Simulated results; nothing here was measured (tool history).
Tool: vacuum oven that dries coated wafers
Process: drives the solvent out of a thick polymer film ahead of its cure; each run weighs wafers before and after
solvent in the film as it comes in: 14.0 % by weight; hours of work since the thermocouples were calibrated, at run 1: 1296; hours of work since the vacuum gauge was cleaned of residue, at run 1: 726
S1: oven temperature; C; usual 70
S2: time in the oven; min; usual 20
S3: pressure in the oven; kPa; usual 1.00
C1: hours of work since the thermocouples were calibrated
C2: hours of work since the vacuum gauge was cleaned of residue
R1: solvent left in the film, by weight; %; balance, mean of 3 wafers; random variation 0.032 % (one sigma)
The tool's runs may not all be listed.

run	hour	S1	S2	S3	C1	C2	R1
1	0.0	70	20	1.00	1296	726	1.36
2	41.0	70	20	1.00	1315	745	1.36
3	75.2	70	20	1.00	1331	761	1.32
4	97.5	70	20	1.00	1342	771	1.39
5	118.2	70	20	1.14	1351	781	1.37
6	145.0	70	20	1.14	1364	794	1.44
7	186.2	60	20	0.99	1383	813	3.35
8	220.0	64	12	0.99	1399	829	4.39
9	251.3	64	12	0.99	1413	843	4.34
10	281.3	71	16	2.84	1427	857	2.29
11	320.0	71	16	3.42	1445	875	2.42

5 ways to go on from here, each from the tool as it stands after run 11. What would each give?
A	352.2	80	25	0.81	1460	890	?
B	352.2	60	20	1.00	1460	890	?
C	352.2	57	36	1.00	1460	890	?
D	352.2	71	29	3.42	1460	890	?
E	352.2	70	20	1.40	1460	890	?

run	R1
A	0.33
B	3.36
C	2.13
D	1.38
E	1.44
Without the tool's hidden state the same runs would have given:
run	R1
A	0.20
B	2.53
C	1.43
D	1.02
E	0.95
